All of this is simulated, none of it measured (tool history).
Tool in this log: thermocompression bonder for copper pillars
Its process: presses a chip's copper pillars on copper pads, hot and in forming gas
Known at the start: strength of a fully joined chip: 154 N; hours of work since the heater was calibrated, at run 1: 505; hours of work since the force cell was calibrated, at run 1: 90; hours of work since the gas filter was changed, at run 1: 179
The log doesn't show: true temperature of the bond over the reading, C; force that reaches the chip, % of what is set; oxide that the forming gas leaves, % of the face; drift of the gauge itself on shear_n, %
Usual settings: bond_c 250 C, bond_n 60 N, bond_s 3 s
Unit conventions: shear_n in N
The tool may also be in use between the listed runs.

| run | day | bond_c | bond_n | bond_s | hours of work since the heater was calibrated | hours of work since the force cell was calibrated | hours of work since the gas filter was changed | shear_n |
|---|---|---|---|---|---|---|---|---|
| 1 | 0 | 250 | 60 | 3 | 505 | 90 | 179 | 82.9 |
| 2 | 1.3 | 250 | 60 | 3 | 522 | 107 | 196 | 80.9 |
| 3 | 2.758 | 250 | 60 | 3 | 541 | 127 | 216 | 80.2 |
| 4 | 3.788 | 250 | 60 | 4 | 555 | 140 | 229 | 87.7 |
| 5 | 4.567 | 250 | 60 | 3 | 565 | 150 | 239 | 79.6 |
| 6 | 5.679 | 250 | 59 | 3 | 580 | 165 | 254 | 78 |
| 7 | 6.75 | 250 | 60 | 3 | 594 | 179 | 268 | 79.6 |
| 8 | 8.425 | 250 | 60 | 3 | 616 | 201 | 290 | 79.8 |
| 9 | 9.729 | 250 | 60 | 7 | 633 | 218 | 307 | 98.9 |
| 10 | 11.346 | 241 | 60 | 3 | 654 | 239 | 328 | 70.8 |
|  | 11.504 | force cell calibrated |
| 11 | 12.15 | 233 | 60 | 3 | 664 | 8 | 338 | 63.5 |
|  | 12.988 | forming gas filter changed |
| 12 | 13.525 | 226 | 51 | 3 | 682 | 26 | 7 | 52.6 |
| 13 | 14.25 | 250 | 50 | 3 | 691 | 36 | 17 | 69.3 |
| 14 | 15.925 | 264 | 87 | 5 | 713 | 58 | 39 | 129.4 |
| 15 | 16.617 | 246 | 41 | 3 | 722 | 67 | 48 | 52.7 |
| 16 | 17.362 | 246 | 41 | 3 | 732 | 77 | 57 | 54.1 |
| 17 | 18.825 | 237 | 65 | 3 | 751 | 96 | 77 | 77.7 |

Here are 5 independent what-if runs from the current tool condition. What would each one return?
|  | 19.704 | force cell calibrated, once more |
| A | 20.475 | 234 | 65 | 5 | 772 | 10 | 98 | ? |
|  | 19.704 | force cell calibrated, once more |
| B | 20.475 | 251 | 60 | 3 | 772 | 10 | 98 | ? |
|  | 19.704 | force cell calibrated, once more |
| C | 20.475 | 237 | 61 | 2 | 772 | 10 | 98 | ? |
|  | 19.704 | force cell calibrated, once more |
| D | 20.475 | 230 | 60 | 3 | 772 | 10 | 98 | ? |
|  | 19.704 | force cell calibrated, once more |
| E | 20.475 | 230 | 64 | 3 | 772 | 10 | 98 | ? |

| run | shear_n |
|---|---|
| A | 88.9 |
| B | 81.9 |
| C | 62.4 |
| D | 67 |
| E | 69.7 |
The same runs, with their run-to-run variation unchanged, on a tool lacking any hidden condition would have given:
| run | shear_n |
|---|---|
| A | 96.7 |
| B | 89 |
| C | 68.8 |
| D | 73.9 |
| E | 76.7 |

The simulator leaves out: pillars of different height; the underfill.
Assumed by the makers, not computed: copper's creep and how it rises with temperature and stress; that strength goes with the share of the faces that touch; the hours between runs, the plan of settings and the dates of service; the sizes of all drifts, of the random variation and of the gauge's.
